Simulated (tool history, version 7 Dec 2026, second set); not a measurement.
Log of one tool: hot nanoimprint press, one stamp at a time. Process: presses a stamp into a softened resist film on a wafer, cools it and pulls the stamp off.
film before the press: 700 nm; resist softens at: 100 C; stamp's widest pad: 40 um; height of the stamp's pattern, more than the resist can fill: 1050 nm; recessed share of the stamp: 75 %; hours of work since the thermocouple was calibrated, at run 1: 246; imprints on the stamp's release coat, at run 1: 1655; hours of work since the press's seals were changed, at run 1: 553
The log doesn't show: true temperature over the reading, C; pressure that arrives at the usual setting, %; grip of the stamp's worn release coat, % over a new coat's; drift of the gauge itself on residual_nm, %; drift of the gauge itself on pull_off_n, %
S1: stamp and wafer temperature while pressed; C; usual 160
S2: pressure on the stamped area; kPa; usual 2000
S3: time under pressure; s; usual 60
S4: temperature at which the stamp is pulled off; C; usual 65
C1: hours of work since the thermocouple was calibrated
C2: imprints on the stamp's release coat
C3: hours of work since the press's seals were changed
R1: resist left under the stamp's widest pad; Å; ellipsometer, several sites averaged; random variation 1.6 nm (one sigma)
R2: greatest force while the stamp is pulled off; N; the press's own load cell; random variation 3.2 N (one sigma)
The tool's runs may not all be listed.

| run | hour | S1 | S2 | S3 | S4 | C1 | C2 | C3 | R1 | R2 |
|---|---|---|---|---|---|---|---|---|---|---|
| 1 | 0.0 | 160 | 2000 | 60 | 65 | 246 | 1655 | 553 | 2723 | 157 |
|  | 43.9 | stamp cleaned and given a new release coat |
| 2 | 53.0 | 160 | 2310 | 60 | 65 | 275 | 37 | 582 | 2530 | 157 |
| 3 | 97.8 | 160 | 2310 | 60 | 65 | 303 | 222 | 609 | 2540 | 168 |
| 4 | 141.1 | 160 | 2310 | 60 | 65 | 329 | 400 | 636 | 2521 | 156 |
|  | 164.5 | plate thermocouple calibrated |
| 5 | 204.2 | 160 | 2000 | 60 | 65 | 24 | 647 | 672 | 2690 | 163 |
| 6 | 264.3 | 160 | 2000 | 60 | 65 | 61 | 894 | 709 | 2708 | 164 |
|  | 285.9 | press's hydraulic seals changed and the load cell set to zero |
| 7 | 342.5 | 160 | 2000 | 60 | 65 | 104 | 1183 | 35 | 2678 | 163 |
| 8 | 394.4 | 157 | 2000 | 60 | 65 | 136 | 1397 | 66 | 3114 | 158 |
| 9 | 437.4 | 150 | 2000 | 60 | 65 | 162 | 1574 | 93 | 4222 | 165 |
| 10 | 483.7 | 150 | 2000 | 60 | 65 | 191 | 1765 | 121 | 4256 | 165 |
|  | 498.8 | stamp cleaned and given a new release coat |
| 11 | 542.8 | 150 | 2000 | 60 | 65 | 223 | 181 | 154 | 4222 | 163 |
| 12 | 603.8 | 150 | 2000 | 60 | 65 | 261 | 432 | 191 | 4148 | 168 |
| 13 | 646.6 | 150 | 2000 | 60 | 65 | 287 | 608 | 217 | 4222 | 161 |
| 14 | 689.2 | 160 | 2000 | 60 | 65 | 313 | 783 | 244 | 2672 | 164 |
| 15 | 721.9 | 160 | 2000 | 60 | 65 | 333 | 918 | 264 | 2639 | 168 |
|  | 741.7 | plate thermocouple calibrated |
| 16 | 772.3 | 168 | 2880 | 60 | 53 | 19 | 1113 | 293 | 1504 | 188 |
| 17 | 813.1 | 168 | 2880 | 60 | 53 | 44 | 1281 | 318 | 1497 | 191 |
| 18 | 852.6 | 156 | 2000 | 60 | 57 | 68 | 1443 | 342 | 3214 | 176 |
| 19 | 919.3 | 156 | 2000 | 60 | 57 | 109 | 1718 | 383 | 3209 | 182 |
|  | 944.4 | stamp cleaned and given a new release coat |
| 20 | 966.9 | 156 | 2000 | 60 | 57 | 134 | 92 | 408 | 3156 | 182 |
|  | 997.5 | gauge calibrated |
| 21 | 1021.2 | 163 | 1780 | 60 | 69 | 168 | 316 | 441 | 2475 | 149 |
| 22 | 1072.1 | 156 | 1500 | 73 | 71 | 199 | 525 | 473 | 3460 | 155 |
| 23 | 1111.1 | 156 | 1500 | 73 | 71 | 223 | 686 | 497 | 3390 | 150 |
| 24 | 1166.6 | 164 | 2000 | 60 | 70 | 257 | 914 | 531 | 2229 | 154 |
| 25 | 1227.0 | 164 | 2000 | 60 | 70 | 294 | 1162 | 568 | 2231 | 150 |
| 26 | 1286.4 | 164 | 2000 | 60 | 70 | 330 | 1407 | 604 | 2231 | 156 |
|  | 1310.4 | plate thermocouple calibrated |
| 27 | 1334.5 | 160 | 2000 | 48 | 61 | 15 | 1593 | 632 | 2952 | 173 |
|  | 1389.8 | stamp cleaned and given a new release coat |
| 28 | 1396.3 | 160 | 2000 | 48 | 61 | 49 | 26 | 666 | 2913 | 169 |
| 29 | 1427.9 | 160 | 2000 | 98 | 63 | 68 | 156 | 685 | 2203 | 168 |

5 ways to go on from here, each from the tool as it stands after run 29. What would each give?
| A | 1471.6 | 160 | 1560 | 68 | 65 | 95 | 336 | 712 | ? | ? |
| B | 1471.6 | 160 | 2000 | 96 | 68 | 95 | 336 | 712 | ? | ? |
| C | 1471.6 | 160 | 2000 | 87 | 68 | 95 | 336 | 712 | ? | ? |
| D | 1471.6 | 148 | 2000 | 64 | 65 | 95 | 336 | 712 | ? | ? |
| E | 1471.6 | 166 | 2000 | 98 | 51 | 95 | 336 | 712 | ? | ? |

| run | R1 | R2 |
|---|---|---|
| A | 2851 | 162 |
| B | 2219 | 156 |
| C | 2315 | 157 |
| D | 4489 | 164 |
| E | 1618 | 192 |
Without the tool's hidden state the same runs would have given:
| run | R1 | R2 |
|---|---|---|
| A | 2891 | 161 |
| B | 2249 | 156 |
| C | 2347 | 157 |
| D | 4552 | 164 |
| E | 1640 | 192 |
